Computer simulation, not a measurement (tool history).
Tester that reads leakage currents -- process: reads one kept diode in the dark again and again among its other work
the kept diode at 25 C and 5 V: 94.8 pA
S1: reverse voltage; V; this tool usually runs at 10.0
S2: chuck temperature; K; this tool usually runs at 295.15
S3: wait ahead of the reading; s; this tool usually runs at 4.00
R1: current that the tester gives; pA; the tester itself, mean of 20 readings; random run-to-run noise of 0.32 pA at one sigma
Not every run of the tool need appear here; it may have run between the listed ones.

run,day,S1,S2,S3,R1
1,0.000,10.0,295.15,4.00,120.44
2,1.733,10.0,295.15,4.00,121.07
3,3.496,10.0,295.15,4.00,120.34
4,5.883,10.0,295.15,4.00,120.94
5,6.900,10.0,295.15,1.60,121.48
6,9.083,10.0,322.15,4.00,1246.41
7,10.975,10.0,322.15,4.00,1247.03
8,12.212,10.0,295.15,2.88,123.22
# day 12.567: probe card cleaned and baked
9,14.817,2.9,318.15,4.02,451.54
10,16.667,1.6,294.15,6.94,39.73
11,18.800,11.3,315.15,0.36,771.22
12,20.750,10.0,295.15,0.42,127.20
13,22.200,5.0,322.15,0.51,853.96
# day 23.917: probe card cleaned and baked, once more
14,24.300,5.0,322.15,0.51,857.95
15,25.692,5.0,322.15,0.51,858.30

Alternative continuations, all from the tool just after run 15; predict every row:
A,28.104,15.4,310.15,0.51,?
B,28.104,5.4,297.15,4.87,?
C,28.104,5.0,325.15,0.51,?
D,28.104,10.0,322.15,0.40,?

run,R1
A,611.22
B,105.83
C,1083.68
D,1273.27
The same runs, with their run-to-run variation unchanged, on a tool lacking any hidden condition would have given:
run,R1
A,527.73
B,90.16
C,947.52
D,1110.66

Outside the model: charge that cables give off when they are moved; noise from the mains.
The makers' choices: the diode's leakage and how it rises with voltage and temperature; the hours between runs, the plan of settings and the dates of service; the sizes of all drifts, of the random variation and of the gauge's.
